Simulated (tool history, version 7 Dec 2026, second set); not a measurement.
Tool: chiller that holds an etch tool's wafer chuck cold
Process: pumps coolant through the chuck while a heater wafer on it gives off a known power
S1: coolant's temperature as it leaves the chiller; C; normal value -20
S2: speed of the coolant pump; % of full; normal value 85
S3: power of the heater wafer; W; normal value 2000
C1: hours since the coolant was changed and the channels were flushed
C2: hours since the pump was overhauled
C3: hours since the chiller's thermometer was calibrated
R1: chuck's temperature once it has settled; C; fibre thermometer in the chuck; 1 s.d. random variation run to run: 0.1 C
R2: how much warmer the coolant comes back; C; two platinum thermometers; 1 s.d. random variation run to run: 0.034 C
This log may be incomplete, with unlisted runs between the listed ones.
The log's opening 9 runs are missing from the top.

{"run": 10, "hour": 620.6, "S1": -20, "S2": 85, "S3": 2000, "C1": 3002, "C2": 816, "C3": 80, "R1": -6, "R2": 5.38}
{"run": 11, "hour": 689.2, "S1": -20, "S2": 94, "S3": 2000, "C1": 3071, "C2": 885, "C3": 148, "R1": -7, "R2": 4.78}
{"run": 12, "hour": 751.4, "S1": -20, "S2": 71, "S3": 2000, "C1": 3133, "C2": 947, "C3": 211, "R1": -3.6, "R2": 6.59}
{"run": 13, "hour": 820.1, "S1": -20, "S2": 85, "S3": 1574, "C1": 3201, "C2": 1016, "C3": 279, "R1": -8.8, "R2": 4.19}
{"run": 14, "hour": 881.8, "S1": -20, "S2": 85, "S3": 2000, "C1": 3263, "C2": 1078, "C3": 341, "R1": -5.7, "R2": 5.36}
{"run": 15, "hour": 953.1, "S1": -20, "S2": 85, "S3": 2000, "C1": 3334, "C2": 1149, "C3": 412, "R1": -5.6, "R2": 5.29}
{"run": 16, "hour": 1031.0, "S1": -20, "S2": 85, "S3": 2000, "C1": 3412, "C2": 1227, "C3": 490, "R1": -5.6, "R2": 5.34}
{"run": 17, "hour": 1091.4, "S1": -20, "S2": 85, "S3": 2000, "C1": 3473, "C2": 1287, "C3": 551, "R1": -5.5, "R2": 5.34}
{"run": 18, "hour": 1160.6, "S1": -21, "S2": 73, "S3": 2000, "C1": 3542, "C2": 1356, "C3": 620, "R1": -4.8, "R2": 6.42}
{"run": 19, "hour": 1194.4, "S1": -18, "S2": 60, "S3": 1568, "C1": 3576, "C2": 1390, "C3": 654, "R1": -3.3, "R2": 6.24}
{"run": 20, "hour": 1256.4, "S1": -18, "S2": 60, "S3": 1568, "C1": 3638, "C2": 1452, "C3": 716, "R1": -3.1, "R2": 6.27}
{"run": 21, "hour": 1322.2, "S1": -18, "S2": 66, "S3": 2940, "C1": 3704, "C2": 1518, "C3": 781, "R1": 7.8, "R2": 10.53}
{"run": 22, "hour": 1354.9, "S1": -20, "S2": 85, "S3": 2008, "C1": 3736, "C2": 1551, "C3": 814, "R1": -5.5, "R2": 5.44}
{"run": 23, "hour": 1408.3, "S1": -24, "S2": 62, "S3": 2740, "C1": 3790, "C2": 1604, "C3": 867, "R1": 1.4, "R2": 10.68}
{"run": 24, "hour": 1471.9, "S1": -24, "S2": 62, "S3": 2740, "C1": 3853, "C2": 1668, "C3": 931, "R1": 1.3, "R2": 10.66}
{"run": 25, "hour": 1524.0, "S1": -11, "S2": 62, "S3": 1902, "C1": 3905, "C2": 1720, "C3": 983, "R1": 6.6, "R2": 7.31}
{"run": 26, "hour": 1597.8, "S1": -11, "S2": 62, "S3": 1902, "C1": 3979, "C2": 1794, "C3": 1057, "R1": 6.9, "R2": 7.36}
{"run": 27, "hour": 1674.2, "S1": -11, "S2": 62, "S3": 1902, "C1": 4056, "C2": 1870, "C3": 1133, "R1": 6.9, "R2": 7.34}
{"run": 28, "hour": 1722.3, "S1": -12, "S2": 62, "S3": 1538, "C1": 4104, "C2": 1918, "C3": 1181, "R1": 2.5, "R2": 5.97}
{"run": 29, "hour": 1797.3, "S1": -28, "S2": 78, "S3": 1538, "C1": 4179, "C2": 1993, "C3": 1256, "R1": -15.9, "R2": 4.63}
{"run": 30, "hour": 1852.0, "S1": -28, "S2": 78, "S3": 1538, "C1": 4233, "C2": 2048, "C3": 1311, "R1": -15.7, "R2": 4.61}
{"run": 31, "hour": 1888.5, "S1": -26, "S2": 66, "S3": 1159, "C1": 4270, "C2": 2084, "C3": 1348, "R1": -15.5, "R2": 4.25}

Here are 5 independent what-if runs from the current tool condition. What would each one return?
{"run": "A", "hour": 1923.4, "S1": -22, "S2": 66, "S3": 2402, "C1": 4305, "C2": 2119, "C3": 1382, "R1": "?", "R2": "?"}
{"run": "B", "hour": 1923.4, "S1": -26, "S2": 83, "S3": 1102, "C1": 4305, "C2": 2119, "C3": 1382, "R1": "?", "R2": "?"}
{"run": "C", "hour": 1923.4, "S1": -20, "S2": 96, "S3": 1218, "C1": 4305, "C2": 2119, "C3": 1382, "R1": "?", "R2": "?"}
{"run": "D", "hour": 1923.4, "S1": -22, "S2": 85, "S3": 1847, "C1": 4305, "C2": 2119, "C3": 1382, "R1": "?", "R2": "?"}
{"run": "E", "hour": 1923.4, "S1": -26, "S2": 61, "S3": 1159, "C1": 4305, "C2": 2119, "C3": 1382, "R1": "?", "R2": "?"}

run=A R1=-0.5 R2=8.76
run=B R1=-17.6 R2=3.08
run=C R1=-11.7 R2=2.87
run=D R1=-8.2 R2=5
run=E R1=-14.8 R2=4.6
With the hidden condition removed and each run's random variation left untouched, the same runs would have given:
run=A R1=-3.1 R2=8.47
run=B R1=-18.6 R2=2.98
run=C R1=-12.8 R2=2.78
run=D R1=-9.9 R2=4.83
run=E R1=-16.1 R2=4.44

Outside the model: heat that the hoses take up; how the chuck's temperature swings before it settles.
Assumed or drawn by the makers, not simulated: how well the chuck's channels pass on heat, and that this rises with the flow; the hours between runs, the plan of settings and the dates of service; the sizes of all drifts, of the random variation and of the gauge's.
